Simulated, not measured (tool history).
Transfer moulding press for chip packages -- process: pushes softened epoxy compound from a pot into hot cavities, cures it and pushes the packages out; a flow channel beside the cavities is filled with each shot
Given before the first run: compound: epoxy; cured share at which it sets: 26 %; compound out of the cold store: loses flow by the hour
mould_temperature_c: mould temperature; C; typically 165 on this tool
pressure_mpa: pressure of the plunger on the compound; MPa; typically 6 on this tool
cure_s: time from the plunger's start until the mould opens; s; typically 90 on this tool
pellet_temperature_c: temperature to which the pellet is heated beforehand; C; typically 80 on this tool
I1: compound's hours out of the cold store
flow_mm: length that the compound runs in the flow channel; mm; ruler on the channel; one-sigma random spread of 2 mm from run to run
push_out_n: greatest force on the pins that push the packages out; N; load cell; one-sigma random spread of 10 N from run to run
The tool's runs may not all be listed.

run 1 hour=0 | mould_temperature_c=165 pressure_mpa=6 cure_s=90 pellet_temperature_c=80 | I1=12.6 | flow_mm=559 push_out_n=643
-- hour=8.9 plunger's sealing rings changed
run 2 hour=9.8 | mould_temperature_c=165 pressure_mpa=6 cure_s=90 pellet_temperature_c=73 | I1=17.3 | flow_mm=594 push_out_n=661
run 3 hour=25.7 | mould_temperature_c=165 pressure_mpa=6 cure_s=90 pellet_temperature_c=82 | I1=8.9 | flow_mm=620 push_out_n=740
run 4 hour=34.7 | mould_temperature_c=165 pressure_mpa=5.11 cure_s=90 pellet_temperature_c=82 | I1=28.2 | flow_mm=502 push_out_n=737
run 5 hour=45.2 | mould_temperature_c=165 pressure_mpa=6 cure_s=90 pellet_temperature_c=80 | I1=34 | flow_mm=523 push_out_n=759
run 6 hour=54.8 | mould_temperature_c=165 pressure_mpa=6 cure_s=90 pellet_temperature_c=80 | I1=15.6 | flow_mm=593 push_out_n=817
-- hour=57.9 cavities cleaned with cleaning compound and waxed
run 7 hour=63.5 | mould_temperature_c=165 pressure_mpa=6 cure_s=90 pellet_temperature_c=74 | I1=40.7 | flow_mm=496 push_out_n=476
run 8 hour=75.2 | mould_temperature_c=165 pressure_mpa=6 cure_s=90 pellet_temperature_c=80 | I1=30.9 | flow_mm=529 push_out_n=584
run 9 hour=84.7 | mould_temperature_c=165 pressure_mpa=6 cure_s=90 pellet_temperature_c=80 | I1=18.4 | flow_mm=577 push_out_n=664
run 10 hour=99.5 | mould_temperature_c=165 pressure_mpa=6 cure_s=90 pellet_temperature_c=80 | I1=15.9 | flow_mm=577 push_out_n=728
run 11 hour=115.2 | mould_temperature_c=165 pressure_mpa=6 cure_s=90 pellet_temperature_c=80 | I1=14.8 | flow_mm=584 push_out_n=779
run 12 hour=132.8 | mould_temperature_c=165 pressure_mpa=6 cure_s=90 pellet_temperature_c=80 | I1=21.2 | flow_mm=556 push_out_n=786
-- hour=135.6 cavities cleaned with cleaning compound and waxed
run 13 hour=147.8 | mould_temperature_c=169 pressure_mpa=6 cure_s=113 pellet_temperature_c=80 | I1=23.9 | flow_mm=540 push_out_n=459
run 14 hour=158.5 | mould_temperature_c=169 pressure_mpa=6 cure_s=113 pellet_temperature_c=80 | I1=45.3 | flow_mm=467 push_out_n=533
run 15 hour=173.8 | mould_temperature_c=169 pressure_mpa=5.89 cure_s=70 pellet_temperature_c=80 | I1=32.6 | flow_mm=498 push_out_n=782
run 16 hour=186.4 | mould_temperature_c=172 pressure_mpa=5.56 cure_s=83 pellet_temperature_c=71 | I1=36.2 | flow_mm=464 push_out_n=671
run 17 hour=194 | mould_temperature_c=161 pressure_mpa=7.24 cure_s=110 pellet_temperature_c=72 | I1=28 | flow_mm=583 push_out_n=710
run 18 hour=210.6 | mould_temperature_c=171 pressure_mpa=6.07 cure_s=110 pellet_temperature_c=72 | I1=33.4 | flow_mm=495 push_out_n=707
-- hour=212.9 cavities cleaned with cleaning compound and waxed
run 19 hour=221.8 | mould_temperature_c=171 pressure_mpa=6.07 cure_s=110 pellet_temperature_c=72 | I1=43.8 | flow_mm=461 push_out_n=461
run 20 hour=233 | mould_temperature_c=171 pressure_mpa=6.07 cure_s=77 pellet_temperature_c=72 | I1=22.4 | flow_mm=531 push_out_n=578

Results for each run, recomputed without the tool's hidden state and with each run's random variation untouched:
What the log doesn't record here: true mould temperature over the reading, C; pressure that reaches the compound, % of what is set; grip of the stained cavities, % over clean ones'; drift of the gauge itself on flow_mm, %; drift of the gauge itself on push_out_n, %.
run=1 flow_mm=610 push_out_n=460
run=2 flow_mm=597 push_out_n=444
run=3 flow_mm=626 push_out_n=456
run=4 flow_mm=508 push_out_n=433
run=5 flow_mm=530 push_out_n=433
run=6 flow_mm=603 push_out_n=458
run=7 flow_mm=506 push_out_n=437
run=8 flow_mm=541 push_out_n=445
run=9 flow_mm=591 push_out_n=463
run=10 flow_mm=594 push_out_n=463
run=11 flow_mm=604 push_out_n=462
run=12 flow_mm=577 push_out_n=442
run=13 flow_mm=562 push_out_n=360
run=14 flow_mm=487 push_out_n=373
run=15 flow_mm=523 push_out_n=518
run=16 flow_mm=489 push_out_n=396
run=17 flow_mm=616 push_out_n=413
run=18 flow_mm=524 push_out_n=382
run=19 flow_mm=489 push_out_n=381
run=20 flow_mm=566 push_out_n=427
